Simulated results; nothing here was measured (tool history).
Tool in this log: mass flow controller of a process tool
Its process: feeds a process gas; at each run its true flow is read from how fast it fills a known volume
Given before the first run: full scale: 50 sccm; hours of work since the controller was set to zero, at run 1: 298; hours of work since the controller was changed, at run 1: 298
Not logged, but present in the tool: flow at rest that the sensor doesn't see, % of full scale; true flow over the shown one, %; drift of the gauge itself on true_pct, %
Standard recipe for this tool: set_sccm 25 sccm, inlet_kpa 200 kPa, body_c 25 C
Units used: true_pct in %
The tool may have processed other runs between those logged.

run,hour,set_sccm,inlet_kpa,body_c,hours of work since the controller was set to zero,hours of work since the controller was changed,true_pct
1,0,25,200,25,298,298,99.55
2,138.5,25,200,25,363,363,99.65
3,236.7,25,233,25,409,409,99.73
4,375.9,25,233,25,473,473,99.66
5,550.8,25,200,25,555,555,99.23
6,685.6,25,200,25,617,617,99.38
7,794.3,25,200,25,668,668,99.2
8,923,25,200,25,728,728,99.19
9,1013.1,25,200,25,770,770,99.29
10,1177.5,25,200,25,846,846,99.22
11,1293.7,5,200,25,900,900,97.9
12,1387.7,5,200,25,944,944,97.86
13,1538.3,5,200,25,1014,1014,97.62
# hour 1551.8: controller's zero set anew
14,1644.4,5,200,25,43,1063,97.31
15,1743.8,5,200,25,89,1110,97.14
16,1864.1,5,200,25,145,1166,96.85
17,2018.8,48,200,25,217,1238,99.15
# hour 2070.3: controller's zero set anew, once more
18,2199.5,48,200,25,60,1321,99.23
19,2278.5,25,279,25,97,1358,99.38
20,2397.4,10,186,38,152,1414,100
21,2560.3,8,265,25,228,1489,98.79
22,2724.5,8,245,23,304,1566,98.44
23,2909,12,168,32,390,1652,99.21
24,3028.3,12,168,32,446,1707,99
25,3163.7,27,279,32,509,1770,99.77
26,3300.6,7,274,24,573,1834,98.22
27,3430,31,151,23,633,1894,98.49
28,3595,31,151,23,710,1971,98.31
29,3750.1,5,200,29,782,2043,97.61
30,3929.3,39,178,23,865,2126,98.5
31,4098.1,39,178,23,944,2205,98.43
32,4275.9,25,229,29,1026,2288,98.86
33,4403.3,20,277,35,1086,2347,99.33
34,4534.8,49,200,32,1147,2408,99.29
35,4629,49,200,32,1191,2452,99.34

Here are 5 independent what-if runs from the current tool condition. What would each one return?
A,4729.5,49,200,33,1237,2499,?
B,4729.5,25,200,33,1237,2499,?
C,4729.5,25,160,21,1237,2499,?
D,4729.5,7,160,36,1237,2499,?
E,4729.5,49,163,24,1237,2499,?

run,true_pct
A,99.38
B,99.1
C,97.58
D,97.86
E,98.36
Without the tool's unlogged condition, the same runs would have read:
run,true_pct
A,100.81
B,100.73
C,99.21
D,100.59
E,99.78
